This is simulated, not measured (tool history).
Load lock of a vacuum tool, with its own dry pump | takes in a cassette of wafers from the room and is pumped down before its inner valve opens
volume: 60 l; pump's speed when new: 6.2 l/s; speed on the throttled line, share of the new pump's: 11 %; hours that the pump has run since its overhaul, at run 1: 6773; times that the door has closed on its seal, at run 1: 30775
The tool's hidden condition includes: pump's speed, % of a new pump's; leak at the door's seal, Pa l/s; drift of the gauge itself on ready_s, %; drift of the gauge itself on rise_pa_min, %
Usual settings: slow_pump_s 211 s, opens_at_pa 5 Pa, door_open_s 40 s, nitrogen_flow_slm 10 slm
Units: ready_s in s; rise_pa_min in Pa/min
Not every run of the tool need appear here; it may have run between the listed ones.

run	hour	slow_pump_s	opens_at_pa	door_open_s	nitrogen_flow_slm	hours that the pump has run since its overhaul	times that the door has closed on its seal	incoming humidity of the room's air, %	ready_s	rise_pa_min
1	0.0	211	5	40	10	6773	30775	45.5	296.1	0.233
2	136.8	211	5	40	10	6910	31397	47.0	297.9	0.236
3	309.9	211	5	40	10	7083	32184	43.3	297.7	0.246
4	396.1	211	5	40	10	7169	32575	44.6	298.4	0.255
5	566.7	211	5	40	10	7340	33351	44.0	296.6	0.256
6	760.9	211	5	40	10	7534	34233	44.4	299.3	0.274
7	861.7	211	9	40	10	7635	34691	45.8	291.2	0.284
8	1005.1	211	9	40	10	7778	35343	46.6	292.7	0.271
# hour 1177.9: door's seal changed, seat wiped
9	1177.9	211	9	40	10	7950	0	45.7	291.8	0.024
10	1322.4	211	9	40	10	8094	656	45.9	293.3	0.028
11	1454.6	211	9	40	10	8226	1257	45.0	293.6	0.020
12	1598.8	211	5	40	18	8371	1912	44.4	301.6	0.021
13	1787.8	211	5	40	10	8560	2771	48.6	301.4	0.033
14	1965.6	211	5	57	10	8737	3579	47.5	303.5	0.035
15	2161.3	211	5	57	10	8933	4468	45.8	303.9	0.032
16	2327.7	211	5	57	10	9099	5224	43.9	299.7	0.034
17	2517.6	211	5	57	10	9289	6087	42.5	304.0	0.037
18	2713.2	211	5	57	10	9485	6976	46.9	305.3	0.041
19	2880.3	211	5	57	10	9652	7735	45.3	307.6	0.054
20	3068.4	211	5	57	10	9840	8589	45.0	304.9	0.047
21	3164.2	211	5	57	10	9936	9025	49.9	306.6	0.058
22	3293.3	305	5	63	40	10065	9611	45.1	387.7	0.049
23	3441.3	237	8	172	10	10213	10284	42.3	315.6	0.069
24	3527.8	177	5	61	37	10300	10677	46.6	277.0	0.052
25	3652.8	177	5	61	37	10425	11245	45.1	276.6	0.055
26	3777.1	211	5	40	7	10549	11809	46.9	305.7	0.064
# hour 3937.6: dry pump taken out, an overhauled one fitted
27	3937.6	211	5	40	7	0	12512	48.3	284.6	0.069
28	4025.7	175	5	166	10	88	12912	45.0	251.9	0.081
29	4118.5	246	10	87	8	181	13333	42.2	307.2	0.080
30	4296.4	128	4	33	7	359	14142	44.6	213.9	0.082
31	4385.7	128	4	33	7	448	14547	46.2	211.2	0.075
32	4528.3	343	5	40	10	591	15196	42.5	403.8	0.083
33	4609.2	343	5	40	10	672	15563	47.5	402.4	0.087
34	4799.4	211	5	30	26	862	16427	48.0	286.9	0.087
35	4996.0	153	8	30	10	1058	17321	46.2	228.8	0.099
36	5189.9	211	5	41	14	1252	18202	45.4	286.0	0.101
37	5378.2	347	6	50	10	1441	19057	45.2	404.8	0.113
38	5573.1	347	6	77	24	1635	19943	46.2	399.5	0.113

Alternative continuations, all from the tool just after run 38; predict every row:
A	5706.8	112	10	55	24	1769	20550	42.5	?	?
B	5706.8	211	5	40	5	1769	20550	44.1	?	?
C	5706.8	211	8	210	29	1769	20550	45.4	?	?

run	ready_s	rise_pa_min
A	191.6	0.121
B	291.9	0.122
C	284.8	0.128
Take away the tool's hidden state, keep each run's random variation, and the runs would have read:
run	ready_s	rise_pa_min
A	188.2	0.018
B	288.8	0.021
C	281.9	0.025
